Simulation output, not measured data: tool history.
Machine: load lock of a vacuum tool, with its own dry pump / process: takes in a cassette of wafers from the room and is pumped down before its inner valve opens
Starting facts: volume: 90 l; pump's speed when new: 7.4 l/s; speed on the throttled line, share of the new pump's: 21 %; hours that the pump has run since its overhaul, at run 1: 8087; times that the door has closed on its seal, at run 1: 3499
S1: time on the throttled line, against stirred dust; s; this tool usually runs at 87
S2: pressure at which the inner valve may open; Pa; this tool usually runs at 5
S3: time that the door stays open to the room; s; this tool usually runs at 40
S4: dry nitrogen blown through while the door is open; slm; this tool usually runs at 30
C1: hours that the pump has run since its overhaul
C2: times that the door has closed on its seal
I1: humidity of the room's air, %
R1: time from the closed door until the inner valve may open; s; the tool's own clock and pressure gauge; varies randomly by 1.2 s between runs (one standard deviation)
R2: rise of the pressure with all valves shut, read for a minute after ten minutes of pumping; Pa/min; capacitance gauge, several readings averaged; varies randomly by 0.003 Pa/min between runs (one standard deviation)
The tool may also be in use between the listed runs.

{"run": 1, "hour": 0.0, "S1": 87, "S2": 5, "S3": 40, "S4": 30, "C1": 8087, "C2": 3499, "I1": 44.7, "R1": 192, "R2": 0.026}
{"run": 2, "hour": 54.4, "S1": 87, "S2": 5, "S3": 40, "S4": 25, "C1": 8141, "C2": 3574, "I1": 46.8, "R1": 192.8, "R2": 0.023}
{"run": 3, "hour": 93.5, "S1": 87, "S2": 5, "S3": 40, "S4": 25, "C1": 8181, "C2": 3628, "I1": 44.6, "R1": 191.3, "R2": 0.024}
{"run": 4, "hour": 169.5, "S1": 87, "S2": 5, "S3": 40, "S4": 25, "C1": 8257, "C2": 3734, "I1": 45, "R1": 190, "R2": 0.025}
{"run": 5, "hour": 245.1, "S1": 139, "S2": 5, "S3": 40, "S4": 30, "C1": 8332, "C2": 3838, "I1": 44.3, "R1": 231.9, "R2": 0.031}
{"run": 6, "hour": 310.6, "S1": 87, "S2": 5, "S3": 34, "S4": 30, "C1": 8398, "C2": 3929, "I1": 45.5, "R1": 191.6, "R2": 0.018}
{"run": 7, "hour": 391.3, "S1": 87, "S2": 5, "S3": 34, "S4": 30, "C1": 8478, "C2": 4040, "I1": 50.7, "R1": 190.7, "R2": 0.028}
{"run": 8, "hour": 442.9, "S1": 68, "S2": 5, "S3": 40, "S4": 30, "C1": 8530, "C2": 4112, "I1": 44.1, "R1": 174.9, "R2": 0.029}
{"run": 9, "hour": 515.5, "S1": 68, "S2": 5, "S3": 40, "S4": 30, "C1": 8603, "C2": 4212, "I1": 45.5, "R1": 173.9, "R2": 0.022}
{"run": 10, "hour": 586.6, "S1": 87, "S2": 5, "S3": 40, "S4": 41, "C1": 8674, "C2": 4311, "I1": 42.1, "R1": 189, "R2": 0.024}
{"run": 11, "hour": 676.5, "S1": 87, "S2": 5, "S3": 40, "S4": 27, "C1": 8764, "C2": 4435, "I1": 44.5, "R1": 191.2, "R2": 0.028}
{"run": 12, "hour": 748.9, "S1": 87, "S2": 5, "S3": 37, "S4": 30, "C1": 8836, "C2": 4535, "I1": 46.2, "R1": 191.6, "R2": 0.021}
{"run": 13, "hour": 829.0, "S1": 87, "S2": 5, "S3": 37, "S4": 30, "C1": 8916, "C2": 4646, "I1": 46.4, "R1": 192.9, "R2": 0.022}
{"run": 14, "hour": 883.5, "S1": 87, "S2": 5, "S3": 40, "S4": 30, "C1": 8971, "C2": 4722, "I1": 42.5, "R1": 191, "R2": 0.024}
{"run": 15, "hour": 958.4, "S1": 87, "S2": 5, "S3": 40, "S4": 30, "C1": 9046, "C2": 4825, "I1": 45.2, "R1": 190.2, "R2": 0.023}
{"run": 16, "hour": 996.3, "S1": 87, "S2": 5, "S3": 40, "S4": 30, "C1": 9083, "C2": 4878, "I1": 45, "R1": 190.1, "R2": 0.03}
{"run": 17, "hour": 1047.9, "S1": 87, "S2": 7, "S3": 40, "S4": 4, "C1": 9135, "C2": 4949, "I1": 44.5, "R1": 186.4, "R2": 0.046}
{"run": 18, "hour": 1117.2, "S1": 87, "S2": 7, "S3": 40, "S4": 4, "C1": 9204, "C2": 5045, "I1": 42.7, "R1": 187.2, "R2": 0.047}
{"run": 19, "hour": 1196.1, "S1": 87, "S2": 6, "S3": 40, "S4": 8, "C1": 9283, "C2": 5154, "I1": 45.7, "R1": 185.9, "R2": 0.04}

Predict the results of run 20:
{"run": 20, "hour": 1250.4, "S1": 59, "S2": 5, "S3": 40, "S4": 30, "C1": 9338, "C2": 5229, "I1": 43.1, "R1": "?", "R2": "?"}

{"run 20": {"R1": 168.9, "R2": 0.025}}
Were there no unlogged condition in the tool, this run, its random variation unchanged, would have produced R1 168.8 s, R2 0.025 Pa/min.
